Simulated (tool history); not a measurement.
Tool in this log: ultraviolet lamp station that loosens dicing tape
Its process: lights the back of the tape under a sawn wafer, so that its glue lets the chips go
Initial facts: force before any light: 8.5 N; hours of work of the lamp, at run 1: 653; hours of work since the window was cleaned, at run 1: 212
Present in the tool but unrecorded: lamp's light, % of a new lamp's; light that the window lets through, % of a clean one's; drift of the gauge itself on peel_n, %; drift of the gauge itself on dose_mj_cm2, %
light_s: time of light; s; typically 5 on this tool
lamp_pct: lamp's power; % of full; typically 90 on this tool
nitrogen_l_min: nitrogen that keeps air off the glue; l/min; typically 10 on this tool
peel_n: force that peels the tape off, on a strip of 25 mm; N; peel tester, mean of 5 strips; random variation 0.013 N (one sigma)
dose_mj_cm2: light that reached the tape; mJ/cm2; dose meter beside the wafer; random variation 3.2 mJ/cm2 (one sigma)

| run | hour | light_s | lamp_pct | nitrogen_l_min | hours of work of the lamp | hours of work since the window was cleaned | peel_n | dose_mj_cm2 |
|---|---|---|---|---|---|---|---|---|
| 1 | 0 | 5 | 90 | 10 | 653 | 212 | 1.131 | 346 |
|  | 24.4 | window cleaned of glue's vapour |
| 2 | 24.9 | 5 | 90 | 10 | 662 | 0 | 1.496 | 299 |
| 3 | 49.3 | 5 | 90 | 10 | 672 | 10 | 1.506 | 295 |
| 4 | 87.4 | 5 | 90 | 10 | 687 | 25 | 1.59 | 285 |
| 5 | 125.5 | 5 | 90 | 10 | 703 | 41 | 1.59 | 281 |
|  | 142.3 | window cleaned of glue's vapour, once more |
| 6 | 157.9 | 5 | 90 | 10 | 716 | 6 | 0.848 | 409 |
| 7 | 203.9 | 5 | 90 | 10 | 734 | 25 | 0.911 | 398 |
| 8 | 240.9 | 5 | 90 | 10 | 749 | 40 | 0.953 | 391 |
| 9 | 288.6 | 5 | 90 | 10 | 768 | 59 | 0.915 | 382 |
| 10 | 329.3 | 5 | 90 | 10 | 785 | 75 | 0.976 | 378 |
| 11 | 359.1 | 5 | 90 | 10 | 796 | 87 | 1.019 | 381 |
| 12 | 383.1 | 5 | 90 | 10 | 806 | 97 | 1.045 | 371 |
| 13 | 406.8 | 5 | 90 | 10 | 816 | 106 | 1.054 | 366 |
| 14 | 427.5 | 5 | 90 | 10 | 824 | 115 | 1.072 | 362 |
| 15 | 467.9 | 5 | 90 | 10 | 840 | 131 | 1.074 | 363 |
| 16 | 488.3 | 5 | 90 | 10 | 848 | 139 | 1.13 | 355 |
| 17 | 534.6 | 5 | 90 | 4 | 867 | 158 | 1.872 | 346 |
| 18 | 568.3 | 5 | 90 | 10 | 881 | 171 | 1.174 | 342 |
| 19 | 609.3 | 5 | 90 | 10 | 897 | 188 | 1.213 | 338 |
| 20 | 644 | 5 | 90 | 9 | 911 | 202 | 1.362 | 326 |
| 21 | 674.6 | 5 | 80 | 9 | 923 | 214 | 1.677 | 288 |
|  | 695.1 | window cleaned of glue's vapour |
| 22 | 715.3 | 3 | 93 | 9 | 940 | 8 | 2.226 | 233 |
| 23 | 763.5 | 3 | 93 | 9 | 959 | 28 | 2.211 | 231 |
| 24 | 804.1 | 3 | 93 | 9 | 975 | 44 | 2.211 | 225 |
| 25 | 848.1 | 3 | 93 | 9 | 993 | 62 | 2.41 | 217 |
| 26 | 884.1 | 2 | 71 | 13 | 1007 | 76 | 3.903 | 113 |
| 27 | 931.8 | 3 | 82 | 10 | 1027 | 95 | 2.764 | 188 |
| 28 | 972.9 | 3 | 82 | 10 | 1043 | 112 | 2.813 | 186 |
| 29 | 1019.8 | 4 | 72 | 6 | 1062 | 131 | 2.839 | 209 |
| 30 | 1063.3 | 4 | 72 | 6 | 1079 | 148 | 2.908 | 210 |
| 31 | 1089.9 | 4 | 72 | 6 | 1090 | 159 | 2.948 | 206 |
| 32 | 1115 | 4 | 70 | 10 | 1100 | 169 | 2.574 | 197 |
| 33 | 1151.5 | 4 | 70 | 10 | 1115 | 184 | 2.699 | 199 |
| 34 | 1183.6 | 4 | 70 | 10 | 1128 | 196 | 2.758 | 191 |
| 35 | 1210.9 | 4 | 70 | 10 | 1139 | 207 | 2.697 | 190 |
|  | 1246.6 | window cleaned of glue's vapour |
| 36 | 1248.1 | 5 | 63 | 12 | 1154 | 1 | 1.787 | 244 |
| 37 | 1286.1 | 9 | 91 | 14 | 1169 | 16 | 0.352 | 631 |
| 38 | 1312 | 9 | 91 | 14 | 1179 | 26 | 0.364 | 627 |
| 39 | 1348.8 | 9 | 88 | 11 | 1194 | 41 | 0.425 | 600 |
| 40 | 1393.8 | 3 | 88 | 6 | 1212 | 59 | 3.093 | 193 |
| 41 | 1438.4 | 3 | 88 | 6 | 1230 | 77 | 3.082 | 193 |
| 42 | 1472.6 | 5 | 90 | 10 | 1244 | 91 | 1.349 | 318 |

Results per run with the tool's hidden condition removed, run-to-run variation unchanged:
| run | peel_n | dose_mj_cm2 |
|---|---|---|
| 1 | 0.574 | 502 |
| 2 | 0.573 | 509 |
| 3 | 0.564 | 509 |
| 4 | 0.581 | 502 |
| 5 | 0.567 | 507 |
| 6 | 0.565 | 507 |
| 7 | 0.586 | 504 |
| 8 | 0.596 | 503 |
| 9 | 0.551 | 501 |
| 10 | 0.577 | 503 |
| 11 | 0.586 | 512 |
| 12 | 0.587 | 505 |
| 13 | 0.583 | 504 |
| 14 | 0.584 | 502 |
| 15 | 0.562 | 512 |
| 16 | 0.586 | 507 |
| 17 | 1.023 | 503 |
| 18 | 0.574 | 506 |
| 19 | 0.576 | 508 |
| 20 | 0.633 | 501 |
| 21 | 0.787 | 447 |
| 22 | 1.474 | 312 |
| 23 | 1.43 | 314 |
| 24 | 1.399 | 312 |
| 25 | 1.491 | 307 |
| 26 | 2.882 | 161 |
| 27 | 1.701 | 274 |
| 28 | 1.699 | 276 |
| 29 | 1.682 | 318 |
| 30 | 1.69 | 324 |
| 31 | 1.692 | 323 |
| 32 | 1.368 | 311 |
| 33 | 1.404 | 318 |
| 34 | 1.414 | 313 |
| 35 | 1.362 | 314 |
| 36 | 0.998 | 350 |
| 37 | 0.264 | 916 |
| 38 | 0.269 | 921 |
| 39 | 0.278 | 896 |
| 40 | 1.897 | 293 |
| 41 | 1.858 | 298 |
| 42 | 0.589 | 500 |
